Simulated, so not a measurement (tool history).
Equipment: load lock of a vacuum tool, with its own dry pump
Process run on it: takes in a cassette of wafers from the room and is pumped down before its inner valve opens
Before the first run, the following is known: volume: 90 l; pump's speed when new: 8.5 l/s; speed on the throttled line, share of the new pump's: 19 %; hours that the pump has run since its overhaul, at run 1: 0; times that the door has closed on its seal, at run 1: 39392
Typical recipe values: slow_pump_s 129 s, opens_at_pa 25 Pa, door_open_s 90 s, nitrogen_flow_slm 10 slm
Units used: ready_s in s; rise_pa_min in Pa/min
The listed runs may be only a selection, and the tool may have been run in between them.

run     hour  slow_pump_s  opens_at_pa  door_open_s  nitrogen_flow_slm  hours that the pump has run since its overhaul  times that the door has closed on its seal  incoming humidity of the room's air, %  ready_s  rise_pa_min
  1        0          129           25           90                 10                                               0                                       39392                                    45.3    189.5        0.134
  2      632          129           25           90                 10                                             632                                       41012                                    46.1    193.1        0.146
  3   1048.3          129           25           90                 10                                            1048                                       42079                                    46.4    192.4        0.147
  4   1646.3          129           25           46                 10                                            1646                                       43612                                    46.4    193.1        0.141
  5   2148.4          129           25           46                 10                                            2148                                       44899                                    44.1    194.3        0.142
  6   2454.1          129           25           46                 10                                            2454                                       45683                                    43.9    192.5        0.147
  7   2870.2          129           25           46                 10                                            2870                                       46750                                    41.8    193.4        0.149
  8   3394.5          129           25           46                 10                                            3395                                       48094                                    43.3      195        0.157
  9   3905.8          129           25           46                 10                                            3906                                       49404                                    40.9      195        0.159
 10   4465.9          129           25           46                 10                                            4466                                       50840                                    42.2    194.9        0.166
 11   4807.1          129           25           44                 10                                            4807                                       51715                                    42.6    193.7        0.173
 12   5225.5          129           25           44                 10                                            5225                                       52787                                    43.4    193.3        0.179
 13     5735          129           25           44                 10                                            5735                                       54093                                    40.6    194.5        0.184
 14   6311.8          129           25           44                 10                                            6312                                       55572                                    48.2    195.2        0.193
 15     6762          129           25           44                 10                                            6762                                       56726                                    47.3    194.5        0.192
 16   7294.8          129           25           90                 44                                            7295                                       58092                                    46.1    193.7        0.198
 17     7870          129           25           90                 10                                            7870                                       59566                                    44.9    195.9        0.237
 18   8515.3          129           25           90                 28                                            8515                                       61220                                      46    194.9        0.224
 19   8946.5          129           25           90                 28                                            8946                                       62326                                    45.1    196.2        0.236
 20   9506.5          256           25           59                 28                                            9507                                       63761                                    42.3    296.3        0.218
 21  10163.7           77           46           42                 28                                           10164                                       65446                                    44.1    149.9        0.232
 22  10560.1          210           25           90                 10                                           10560                                       66462                                    43.4    261.7        0.268
 23  11076.5          179           35          112                 12                                           11076                                       67786                                    42.3      234        0.275
     11644.5  -- door's seal changed, seat wiped
 24  11738.2          175           28           90                 10                                           11737                                         240                                    42.8    231.7        0.044
 25  12380.7          175           28           90                 10                                           12379                                        1887                                    43.6    234.1        0.044
 26  12719.2           70           28           48                 10                                           12718                                        2755                                    49.3    150.6        0.035
 27  13248.7           70           28           48                 10                                           13247                                        4112                                    46.2    150.4        0.034
 28  13886.6           70           28           48                 10                                           13885                                        5748                                    47.1    151.6        0.034
 29  14447.8          125           30          130                  7                                           14446                                        7186                                    45.1    194.3        0.067
 30    14835          179           24          130                  5                                           14834                                        8179                                    45.7      241        0.073
 31  15468.1          179           24          130                  5                                           15467                                        9802                                    42.4    240.1        0.074
 32  16084.5          179           24          130                  5                                           16083                                       11382                                    44.9    238.9        0.078
     16484.4  -- dry pump taken out, an overhauled one fitted
 33  16607.3          179           24          130                  5                                             123                                       12707                                      45    236.9        0.085
 34  17063.1           82           31           43                 27                                             579                                       13875                                    46.8      153        0.038
 35    17676           82           31           58                 27                                            1192                                       15446                                    41.5    154.4        0.037
 36    18276           82           31           58                 27                                            1792                                       16984                                    46.7    155.6        0.052
 37  18927.6          193           25           34                 10                                            2443                                       18655                                      45    244.9         0.05

Some steps in ready_s between neighbouring runs. How much of each would the tool show without its hidden state too (settings, what came in, random variation), and how much is left for the hidden state, with any gauge scatter that isn't in both results?
Unlogged tool condition in this case: pump's speed, % of a new pump's; leak at the door's seal, Pa l/s; drift of the gauge itself on ready_s, %; drift of the gauge itself on rise_pa_min, %.
Run 19 -> 20: slow_pump_s 129 -> 256, door_open_s 90 -> 59. ready_s +100.1 s: hidden state -1.4, all else +101.5.
Run 20 -> 21: slow_pump_s 256 -> 77, opens_at_pa 25 -> 46, door_open_s 59 -> 42. ready_s -146.4 s: hidden state +2.3, all else -148.7.
Run 21 -> 22: slow_pump_s 77 -> 210, opens_at_pa 46 -> 25, door_open_s 42 -> 90, nitrogen_flow_slm 28 -> 10. ready_s +111.8 s: hidden state -1.2, all else +113.
Run 25 -> 26: slow_pump_s 175 -> 70, door_open_s 90 -> 48. ready_s -83.5 s: hidden state +2.2, all else -85.7.
Run 32 -> 33: dry pump taken out, an overhauled one fitted. ready_s -2 s: hidden state -5.9, all else +3.9.
